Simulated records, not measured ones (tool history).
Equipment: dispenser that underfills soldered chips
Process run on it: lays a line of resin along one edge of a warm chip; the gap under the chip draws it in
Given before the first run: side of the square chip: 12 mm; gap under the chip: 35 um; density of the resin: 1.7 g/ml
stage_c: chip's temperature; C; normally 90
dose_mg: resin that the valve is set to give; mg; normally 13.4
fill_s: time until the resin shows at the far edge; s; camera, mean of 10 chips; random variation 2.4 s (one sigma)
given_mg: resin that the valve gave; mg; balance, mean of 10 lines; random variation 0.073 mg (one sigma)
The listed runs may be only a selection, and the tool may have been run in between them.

run 1 hour=0.0 | stage_c=90 dose_mg=13.4 | fill_s=292.1 given_mg=13.19
run 2 hour=4.9 | stage_c=90 dose_mg=13.4 | fill_s=375.1 given_mg=13.28
run 3 hour=9.0 | stage_c=90 dose_mg=13.4 | fill_s=455.9 given_mg=13.11
-- hour=9.8 new syringe of resin
run 4 hour=15.7 | stage_c=90 dose_mg=13.4 | fill_s=330.9 given_mg=13.12
run 5 hour=21.3 | stage_c=98 dose_mg=13.4 | fill_s=307.4 given_mg=13.14
-- hour=22.9 new syringe of resin
run 6 hour=25.7 | stage_c=98 dose_mg=13.4 | fill_s=201.1 given_mg=13.03
run 7 hour=29.0 | stage_c=89 dose_mg=13.4 | fill_s=362.0 given_mg=13.09
run 8 hour=33.7 | stage_c=89 dose_mg=13.4 | fill_s=447.5 given_mg=12.99
-- hour=36.6 new syringe of resin
run 9 hour=40.8 | stage_c=104 dose_mg=15.4 | fill_s=164.8 given_mg=14.88

What does the tool deliver on the next run?
run 10 hour=45.6 | stage_c=104 dose_mg=15.4 | fill_s=? given_mg=?

fill_s: 212.4 s
given_mg: 14.89 mg
Minus the tool's unlogged condition, the same run would have read fill_s 128.8 s, given_mg 15.47 mg.
